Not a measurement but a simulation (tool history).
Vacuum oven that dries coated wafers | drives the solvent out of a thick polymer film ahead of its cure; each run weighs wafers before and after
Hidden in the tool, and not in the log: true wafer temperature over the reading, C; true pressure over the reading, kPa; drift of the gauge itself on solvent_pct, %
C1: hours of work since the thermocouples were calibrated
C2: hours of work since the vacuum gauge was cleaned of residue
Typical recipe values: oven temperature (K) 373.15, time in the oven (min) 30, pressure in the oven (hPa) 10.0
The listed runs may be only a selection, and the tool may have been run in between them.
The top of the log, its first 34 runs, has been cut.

Run 35, hour 307.7: usual settings but oven temperature (K) 358.15, time in the oven (min) 23, pressure in the oven (hPa) 35.1; C1 173; C2 248. Result: solvent left in the film (%) 12.91.
Run 36, hour 315.2: usual settings but oven temperature (K) 374.15, time in the oven (min) 27, pressure in the oven (hPa) 10.3; C1 177; C2 252. Result: solvent left in the film (%) 4.71.
Run 37, hour 327.2: usual settings but oven temperature (K) 368.15, time in the oven (min) 27, pressure in the oven (hPa) 26.0; C1 184; C2 258. Result: solvent left in the film (%) 8.81.
Run 38, hour 334.3: usual settings but oven temperature (K) 368.15, time in the oven (min) 27, pressure in the oven (hPa) 26.0; C1 188; C2 262. Result: solvent left in the film (%) 8.78.
Run 39, hour 344.8: usual settings but oven temperature (K) 368.15, time in the oven (min) 27, pressure in the oven (hPa) 26.0; C1 193; C2 268. Result: solvent left in the film (%) 8.78.
Run 40, hour 350.0: usual settings but oven temperature (K) 386.15, time in the oven (min) 24, pressure in the oven (hPa) 12.2; C1 196; C2 271. Result: solvent left in the film (%) 2.73.
Run 41, hour 355.0: usual settings but oven temperature (K) 386.15, time in the oven (min) 39, pressure in the oven (hPa) 24.2; C1 199; C2 273. Result: solvent left in the film (%) 3.43.
Run 42, hour 364.6: usual settings but oven temperature (K) 371.15, pressure in the oven (hPa) 33.8; C1 204; C2 279. Result: solvent left in the film (%) 9.00.
Run 43, hour 372.3: usual settings but oven temperature (K) 371.15, pressure in the oven (hPa) 33.8; C1 208; C2 283. Result: solvent left in the film (%) 9.07.
Run 44, hour 377.7: usual settings but oven temperature (K) 371.15, pressure in the oven (hPa) 33.8; C1 211; C2 286. Result: solvent left in the film (%) 8.98.

Branching from run 44: 4 alternative next runs. What would each branch give?
Run A, hour 389.9: usual settings but oven temperature (K) 363.15, time in the oven (min) 19, pressure in the oven (hPa) 5.1; C1 218; C2 292. Result: solvent left in the film (%) ?.
Run B, hour 389.9: usual settings but time in the oven (min) 29, pressure in the oven (hPa) 7.1; C1 218; C2 292. Result: solvent left in the film (%) ?.
Run C, hour 389.9: usual settings but oven temperature (K) 372.15, time in the oven (min) 35, pressure in the oven (hPa) 17.1; C1 218; C2 292. Result: solvent left in the film (%) ?.
Run D, hour 389.9: usual settings but oven temperature (K) 371.15, time in the oven (min) 24, pressure in the oven (hPa) 30.9; C1 218; C2 292. Result: solvent left in the film (%) ?.

run  solvent left in the film (%)
  A                          7.66
  B                          4.23
  C                          5.56
  D                          8.93
Had the tool no hidden state, the same runs would have come out as:
run  solvent left in the film (%)
  A                          7.60
  B                          4.17
  C                          5.50
  D                          8.88

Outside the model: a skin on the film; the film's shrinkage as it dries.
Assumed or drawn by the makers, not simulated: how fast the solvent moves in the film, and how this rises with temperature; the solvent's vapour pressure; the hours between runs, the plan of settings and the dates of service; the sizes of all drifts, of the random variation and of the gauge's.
